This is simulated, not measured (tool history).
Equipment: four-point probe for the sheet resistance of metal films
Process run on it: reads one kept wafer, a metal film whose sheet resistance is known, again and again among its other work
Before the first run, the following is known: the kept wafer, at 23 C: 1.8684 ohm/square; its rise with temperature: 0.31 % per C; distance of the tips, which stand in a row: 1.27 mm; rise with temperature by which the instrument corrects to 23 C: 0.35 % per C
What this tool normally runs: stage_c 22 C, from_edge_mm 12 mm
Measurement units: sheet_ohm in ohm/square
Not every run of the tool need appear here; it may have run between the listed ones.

| run | hour | stage_c | from_edge_mm | sheet_ohm |
|---|---|---|---|---|
| 1 | 0.0 | 22 | 12 | 1.898012 |
| 2 | 67.6 | 22 | 12 | 1.898406 |
| 3 | 118.2 | 22 | 12 | 1.898518 |
| 4 | 199.6 | 22 | 12 | 1.899509 |
| 5 | 257.5 | 22 | 12 | 1.899810 |
|  | 267.3 | stage's thermometer calibrated |
| 6 | 320.1 | 26 | 12 | 1.898025 |
| 7 | 367.7 | 18 | 12 | 1.905228 |
| 8 | 459.6 | 18 | 12 | 1.905590 |
| 9 | 535.9 | 18 | 12 | 1.906266 |
| 10 | 631.3 | 26 | 41 | 1.890262 |
| 11 | 691.2 | 26 | 41 | 1.889888 |
| 12 | 770.5 | 29 | 38 | 1.888472 |
|  | 826.1 | stage's thermometer calibrated, once more |
| 13 | 854.9 | 34 | 12 | 1.893062 |
| 14 | 951.3 | 34 | 12 | 1.892821 |

Forecast each of these 3 alternatives for the next run:
| A | 1015.3 | 34 | 30 | ? |
| B | 1015.3 | 28 | 12 | ? |
| C | 1015.3 | 33 | 35 | ? |

| run | sheet_ohm |
|---|---|
| A | 1.884274 |
| B | 1.899850 |
| C | 1.884947 |
What these runs would have given with no unlogged condition in the tool:
| run | sheet_ohm |
|---|---|
| A | 1.860890 |
| B | 1.876271 |
| C | 1.861552 |
